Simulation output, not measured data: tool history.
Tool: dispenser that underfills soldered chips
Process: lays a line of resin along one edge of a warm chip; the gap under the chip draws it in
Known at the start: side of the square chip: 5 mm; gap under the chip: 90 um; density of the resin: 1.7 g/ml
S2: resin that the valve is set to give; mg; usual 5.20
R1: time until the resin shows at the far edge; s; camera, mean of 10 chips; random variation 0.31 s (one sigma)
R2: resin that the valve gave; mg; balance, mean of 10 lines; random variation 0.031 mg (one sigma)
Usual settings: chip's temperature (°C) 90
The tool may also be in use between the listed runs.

{"run": 1, "hour": 0.0, "chip's temperature (°C)": 90, "S2": 5.2, "R1": 16.0, "R2": 5.15}
{"run": 2, "hour": 10.8, "chip's temperature (°C)": 90, "S2": 5.2, "R1": 12.1, "R2": 5.11}
{"run": 3, "hour": 19.2, "chip's temperature (°C)": 90, "S2": 5.2, "R1": 19.2, "R2": 5.15}
{"run": 4, "hour": 30.5, "chip's temperature (°C)": 90, "S2": 5.2, "R1": 14.6, "R2": 5.1}
{"run": 5, "hour": 41.7, "chip's temperature (°C)": 90, "S2": 5.2, "R1": 10.5, "R2": 5.07}
{"run": 6, "hour": 52.6, "chip's temperature (°C)": 90, "S2": 5.2, "R1": 19.5, "R2": 5.08}
{"run": 7, "hour": 64.9, "chip's temperature (°C)": 90, "S2": 5.2, "R1": 16.6, "R2": 4.98}
{"run": 8, "hour": 75.5, "chip's temperature (°C)": 90, "S2": 5.2, "R1": 12.6, "R2": 4.99}
{"run": 9, "hour": 81.9, "chip's temperature (°C)": 90, "S2": 5.69, "R1": 17.2, "R2": 5.43}
{"run": 10, "hour": 92.1, "chip's temperature (°C)": 90, "S2": 5.69, "R1": 13.0, "R2": 5.39}
{"run": 11, "hour": 97.2, "chip's temperature (°C)": 90, "S2": 5.69, "R1": 16.3, "R2": 5.38}
{"run": 12, "hour": 107.1, "chip's temperature (°C)": 90, "S2": 5.2, "R1": 11.6, "R2": 4.94}
{"run": 13, "hour": 118.8, "chip's temperature (°C)": 90, "S2": 5.2, "R1": 9.6, "R2": 4.88}
{"run": 14, "hour": 127.1, "chip's temperature (°C)": 90, "S2": 5.2, "R1": 14.8, "R2": 4.8}
{"run": 15, "hour": 136.0, "chip's temperature (°C)": 90, "S2": 5.2, "R1": 10.1, "R2": 4.85}
{"run": 16, "hour": 147.0, "chip's temperature (°C)": 90, "S2": 5.2, "R1": 16.4, "R2": 5.15}
{"run": 17, "hour": 154.2, "chip's temperature (°C)": 90, "S2": 5.43, "R1": 9.9, "R2": 5.35}
{"run": 18, "hour": 161.3, "chip's temperature (°C)": 90, "S2": 4.88, "R1": 15.1, "R2": 4.8}
{"run": 19, "hour": 172.1, "chip's temperature (°C)": 90, "S2": 4.88, "R1": 11.6, "R2": 4.8}
{"run": 20, "hour": 179.9, "chip's temperature (°C)": 89, "S2": 6.6, "R1": 17.2, "R2": 6.44}
{"run": 21, "hour": 188.5, "chip's temperature (°C)": 97, "S2": 6.6, "R1": 8.4, "R2": 6.46}
{"run": 22, "hour": 199.4, "chip's temperature (°C)": 97, "S2": 6.6, "R1": 14.5, "R2": 6.4}
{"run": 23, "hour": 211.7, "chip's temperature (°C)": 77, "S2": 5.75, "R1": 31.2, "R2": 5.53}
{"run": 24, "hour": 219.1, "chip's temperature (°C)": 82, "S2": 6.07, "R1": 15.5, "R2": 5.85}
{"run": 25, "hour": 225.6, "chip's temperature (°C)": 103, "S2": 5.21, "R1": 8.7, "R2": 4.99}
{"run": 26, "hour": 237.4, "chip's temperature (°C)": 77, "S2": 5.09, "R1": 21.8, "R2": 4.84}
{"run": 27, "hour": 244.7, "chip's temperature (°C)": 97, "S2": 5.78, "R1": 11.8, "R2": 5.52}
{"run": 28, "hour": 255.6, "chip's temperature (°C)": 90, "S2": 4.54, "R1": 14.4, "R2": 4.26}
{"run": 29, "hour": 266.7, "chip's temperature (°C)": 81, "S2": 4.77, "R1": 16.0, "R2": 4.45}
{"run": 30, "hour": 276.5, "chip's temperature (°C)": 77, "S2": 4.47, "R1": 34.7, "R2": 4.16}
{"run": 31, "hour": 283.4, "chip's temperature (°C)": 77, "S2": 4.47, "R1": 21.6, "R2": 4.2}
{"run": 32, "hour": 289.7, "chip's temperature (°C)": 77, "S2": 4.47, "R1": 27.3, "R2": 4.48}
{"run": 33, "hour": 296.0, "chip's temperature (°C)": 76, "S2": 4.65, "R1": 39.7, "R2": 4.64}
{"run": 34, "hour": 304.5, "chip's temperature (°C)": 82, "S2": 4.93, "R1": 18.2, "R2": 4.88}
{"run": 35, "hour": 316.9, "chip's temperature (°C)": 90, "S2": 5.21, "R1": 10.2, "R2": 5.18}

Not shown: 22 entries that the log had between the listed runs. Between which runs, and how does the tool's hidden state differ before and after?
Between runs 1 and 2: new syringe of resin (hour 5.9)
  resin's viscosity, % of fresh resin's: 170.9 -> 131.7; dose that the valve gives, % of what is set: 99.71 -> 99.18; true chip temperature over the reading, C: -0.52 -> -0.54
  measured less the result without the state, R1: +6.8 -> +3.2 s; R2: -0.02 -> -0.04 mg
Between runs 3 and 4: new syringe of resin (hour 22.5)
  resin's viscosity, % of fresh resin's: 206.3 -> 154.1; dose that the valve gives, % of what is set: 98.76 -> 98.19; true chip temperature over the reading, C: -0.55 -> -0.57
  measured less the result without the state, R1: +10.2 -> +5.3 s; R2: -0.07 -> -0.09 mg
Between runs 4 and 5: new syringe of resin (hour 38.6)
  resin's viscosity, % of fresh resin's: 154.1 -> 115.6; dose that the valve gives, % of what is set: 98.19 -> 97.65; true chip temperature over the reading, C: -0.57 -> -0.59
  measured less the result without the state, R1: +5.3 -> +1.8 s; R2: -0.09 -> -0.12 mg
Between runs 6 and 7: new syringe of resin (hour 54.6)
  resin's viscosity, % of fresh resin's: 207.4 -> 170.7; dose that the valve gives, % of what is set: 97.08 -> 96.49; true chip temperature over the reading, C: -0.61 -> -0.63
  measured less the result without the state, R1: +10.4 -> +7.0 s; R2: -0.15 -> -0.18 mg
Between runs 7 and 8: new syringe of resin (hour 70.6)
  resin's viscosity, % of fresh resin's: 170.7 -> 131.1; dose that the valve gives, % of what is set: 96.49 -> 96; true chip temperature over the reading, C: -0.63 -> -0.64
  measured less the result without the state, R1: +7.0 -> +3.3 s; R2: -0.18 -> -0.21 mg
Between runs 9 and 10: new syringe of resin (hour 86.7)
  resin's viscosity, % of fresh resin's: 184.7 -> 137.6; dose that the valve gives, % of what is set: 95.66 -> 95.19; true chip temperature over the reading, C: -0.65 -> -0.67
  measured less the result without the state, R1: +8.2 -> +3.8 s; R2: -0.25 -> -0.27 mg
Between runs 11 and 12: new syringe of resin (hour 102.8)
  resin's viscosity, % of fresh resin's: 181.3 -> 125.2; dose that the valve gives, % of what is set: 94.95 -> 94.49; true chip temperature over the reading, C: -0.68 -> -0.69
  measured less the result without the state, R1: +7.8 -> +2.9 s; R2: -0.29 -> -0.28 mg
Between runs 12 and 13: new syringe of resin (hour 118.8)
  resin's viscosity, % of fresh resin's: 125.2 -> 100.1; dose that the valve gives, % of what is set: 94.49 -> 93.96; true chip temperature over the reading, C: -0.69 -> -0.71
  measured less the result without the state, R1: +2.9 -> +0.5 s; R2: -0.28 -> -0.31 mg
Between runs 14 and 15: new syringe of resin (hour 135.6)
  resin's viscosity, % of fresh resin's: 155.7 -> 102.2; dose that the valve gives, % of what is set: 93.52 -> 93.09; true chip temperature over the reading, C: -0.72 -> -0.74
  measured less the result without the state, R1: +5.8 -> +0.7 s; R2: -0.34 -> -0.36 mg
Between runs 15 and 16: dispensing valve cleaned and set on the balance (hour 141.0)
  resin's viscosity, % of fresh resin's: 102.2 -> 174.1; dose that the valve gives, % of what is set: 93.09 -> 99.65; true chip temperature over the reading, C: -0.74 -> -0.75
  measured less the result without the state, R1: +0.7 -> +7.4 s; R2: -0.36 -> -0.01 mg
Between runs 16 and 17: new syringe of resin (hour 152.6)
  resin's viscosity, % of fresh resin's: 174.1 -> 108.4; dose that the valve gives, % of what is set: 99.65 -> 99.31; true chip temperature over the reading, C: -0.75 -> -0.77
  measured less the result without the state, R1: +7.4 -> +1.1 s; R2: -0.01 -> -0.04 mg
Between runs 18 and 19: new syringe of resin (hour 168.7)
  resin's viscosity, % of fresh resin's: 158.1 -> 119.2; dose that the valve gives, % of what is set: 98.92 -> 98.43; true chip temperature over the reading, C: -0.78 -> -0.79
  measured less the result without the state, R1: +5.9 -> +2.2 s; R2: -0.05 -> -0.07 mg
Between runs 20 and 21: new syringe of resin (hour 185.0)
  resin's viscosity, % of fresh resin's: 181 -> 118.8; dose that the valve gives, % of what is set: 98.06 -> 97.65; true chip temperature over the reading, C: -0.81 -> -0.82
  measured less the result without the state, R1: +8.1 -> +1.5 s; R2: -0.13 -> -0.15 mg
Between runs 22 and 23: new syringe of resin (hour 201.3)
  resin's viscosity, % of fresh resin's: 212.8 -> 175.1; dose that the valve gives, % of what is set: 97.09 -> 96.4; true chip temperature over the reading, C: -0.84 -> -0.86
  measured less the result without the state, R1: +7.7 -> +14.2 s; R2: -0.19 -> -0.20 mg
Between runs 23 and 24: new syringe of resin (hour 217.1)
  resin's viscosity, % of fresh resin's: 175.1 -> 111.8; dose that the valve gives, % of what is set: 96.4 -> 96.04; true chip temperature over the reading, C: -0.86 -> -0.87
  measured less the result without the state, R1: +14.2 -> +2.3 s; R2: -0.20 -> -0.24 mg
Between runs 25 and 26: new syringe of resin (hour 233.5)
  resin's viscosity, % of fresh resin's: 158 -> 120.3; dose that the valve gives, % of what is set: 95.76 -> 95.16; true chip temperature over the reading, C: -0.88 -> -0.9
  measured less the result without the state, R1: +3.4 -> +4.8 s; R2: -0.22 -> -0.25 mg
Between runs 27 and 28: new syringe of resin (hour 249.5)
  resin's viscosity, % of fresh resin's: 177.2 -> 139.5; dose that the valve gives, % of what is set: 94.8 -> 94.28; true chip temperature over the reading, C: -0.91 -> -0.93
  measured less the result without the state, R1: +5.5 -> +4.8 s; R2: -0.30 -> -0.26 mg
Between runs 28 and 29: new syringe of resin (hour 265.7)
  resin's viscosity, % of fresh resin's: 139.5 -> 104.8; dose that the valve gives, % of what is set: 94.28 -> 93.72; true chip temperature over the reading, C: -0.93 -> -0.95
  measured less the result without the state, R1: +4.8 -> +1.8 s; R2: -0.26 -> -0.30 mg
Between runs 30 and 31: new syringe of resin (hour 282.1)
  resin's viscosity, % of fresh resin's: 177.9 -> 108.9; dose that the valve gives, % of what is set: 93.21 -> 92.9; true chip temperature over the reading, C: -0.96 -> -0.97
  measured less the result without the state, R1: +16.8 -> +3.4 s; R2: -0.30 -> -0.32 mg
Between runs 31 and 32: dispensing valve cleaned and set on the balance (hour 288.2)
  resin's viscosity, % of fresh resin's: 108.9 -> 144.1; dose that the valve gives, % of what is set: 92.9 -> 99.91; true chip temperature over the reading, C: -0.97 -> -0.98
  measured less the result without the state, R1: +3.4 -> +9.2 s; R2: -0.32 -> +0.00 mg
Between runs 33 and 34: new syringe of resin (hour 299.9)
  resin's viscosity, % of fresh resin's: 202.5 -> 126.9; dose that the valve gives, % of what is set: 99.56 -> 99.15; true chip temperature over the reading, C: -0.99 -> -1
  measured less the result without the state, R1: +21.3 -> +4.5 s; R2: -0.02 -> -0.04 mg
Between runs 34 and 35: new syringe of resin (hour 315.9)
  resin's viscosity, % of fresh resin's: 126.9 -> 106.2; dose that the valve gives, % of what is set: 99.15 -> 98.52; true chip temperature over the reading, C: -1 -> -1.02
  measured less the result without the state, R1: +4.5 -> +1.1 s; R2: -0.04 -> -0.08 mg
